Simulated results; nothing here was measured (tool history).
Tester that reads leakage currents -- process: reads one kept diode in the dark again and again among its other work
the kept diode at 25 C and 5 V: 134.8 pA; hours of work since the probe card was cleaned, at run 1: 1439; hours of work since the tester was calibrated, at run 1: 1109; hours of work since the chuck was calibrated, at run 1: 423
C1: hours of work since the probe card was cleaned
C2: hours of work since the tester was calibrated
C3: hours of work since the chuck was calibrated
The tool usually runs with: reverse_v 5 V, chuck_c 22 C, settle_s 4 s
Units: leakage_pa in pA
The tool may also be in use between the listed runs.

run 1 hour=0 | reverse_v=5 chuck_c=22 settle_s=4 | C1=1439 C2=1109 C3=423 | leakage_pa=115.35
run 2 hour=67.9 | reverse_v=5 chuck_c=22 settle_s=4 | C1=1467 C2=1137 C3=451 | leakage_pa=116.3
run 3 hour=162.3 | reverse_v=5 chuck_c=22 settle_s=4 | C1=1507 C2=1177 C3=491 | leakage_pa=117.75
run 4 hour=229.1 | reverse_v=5 chuck_c=22 settle_s=4 | C1=1535 C2=1205 C3=519 | leakage_pa=117.72
run 5 hour=284.8 | reverse_v=5 chuck_c=22 settle_s=4 | C1=1558 C2=1228 C3=542 | leakage_pa=118.43
run 6 hour=411.1 | reverse_v=5 chuck_c=22 settle_s=4 | C1=1611 C2=1281 C3=595 | leakage_pa=119.59
run 7 hour=495.3 | reverse_v=5 chuck_c=22 settle_s=4 | C1=1647 C2=1316 C3=630 | leakage_pa=120.8
run 8 hour=550.3 | reverse_v=5 chuck_c=22 settle_s=4 | C1=1670 C2=1339 C3=654 | leakage_pa=120.87
run 9 hour=618.3 | reverse_v=5 chuck_c=22 settle_s=4 | C1=1698 C2=1368 C3=682 | leakage_pa=121.36
run 10 hour=709.8 | reverse_v=5 chuck_c=22 settle_s=4 | C1=1737 C2=1406 C3=720 | leakage_pa=122.82
run 11 hour=813.9 | reverse_v=5 chuck_c=22 settle_s=4 | C1=1780 C2=1450 C3=764 | leakage_pa=123.92
run 12 hour=888 | reverse_v=5 chuck_c=22 settle_s=4 | C1=1811 C2=1481 C3=795 | leakage_pa=124.32
-- hour=901 tester calibrated
run 13 hour=972 | reverse_v=2.54 chuck_c=32 settle_s=4 | C1=1846 C2=30 C3=829 | leakage_pa=223.63
run 14 hour=1031 | reverse_v=5 chuck_c=41 settle_s=3.8 | C1=1870 C2=55 C3=854 | leakage_pa=688.22
-- hour=1099.8 tester calibrated, once more
run 15 hour=1102.6 | reverse_v=12.82 chuck_c=38 settle_s=4.03 | C1=1899 C2=1 C3=883 | leakage_pa=827.24
run 16 hour=1183.1 | reverse_v=1.74 chuck_c=38 settle_s=4.03 | C1=1933 C2=35 C3=917 | leakage_pa=322.58
run 17 hour=1307.9 | reverse_v=1.74 chuck_c=38 settle_s=4.03 | C1=1986 C2=87 C3=969 | leakage_pa=325.24
run 18 hour=1384.6 | reverse_v=1.74 chuck_c=38 settle_s=4.03 | C1=2018 C2=119 C3=1002 | leakage_pa=328.9
run 19 hour=1460.5 | reverse_v=1.01 chuck_c=50 settle_s=4.03 | C1=2049 C2=151 C3=1033 | leakage_pa=707.12
run 20 hour=1532.7 | reverse_v=1.01 chuck_c=50 settle_s=4.03 | C1=2080 C2=181 C3=1064 | leakage_pa=705.19
run 21 hour=1649.3 | reverse_v=2.14 chuck_c=50 settle_s=5.38 | C1=2129 C2=230 C3=1112 | leakage_pa=1015.03

Alternative continuations, all from the tool just after run 21; predict every row:
run A hour=1710.7 | reverse_v=1.98 chuck_c=34 settle_s=4.66 | C1=2154 C2=256 C3=1138 | leakage_pa=?
run B hour=1710.7 | reverse_v=1.19 chuck_c=25 settle_s=8.87 | C1=2154 C2=256 C3=1138 | leakage_pa=?
run C hour=1710.7 | reverse_v=2.7 chuck_c=26 settle_s=0.55 | C1=2154 C2=256 C3=1138 | leakage_pa=?
run D hour=1710.7 | reverse_v=2.33 chuck_c=20 settle_s=0.84 | C1=2154 C2=256 C3=1138 | leakage_pa=?

run=A leakage_pa=249.65
run=B leakage_pa=85.24
run=C leakage_pa=140.67
run=D leakage_pa=75.3
With no hidden state in the tool, these same runs would have given:
run=A leakage_pa=207.25
run=B leakage_pa=69.12
run=C leakage_pa=113
run=D leakage_pa=58.41

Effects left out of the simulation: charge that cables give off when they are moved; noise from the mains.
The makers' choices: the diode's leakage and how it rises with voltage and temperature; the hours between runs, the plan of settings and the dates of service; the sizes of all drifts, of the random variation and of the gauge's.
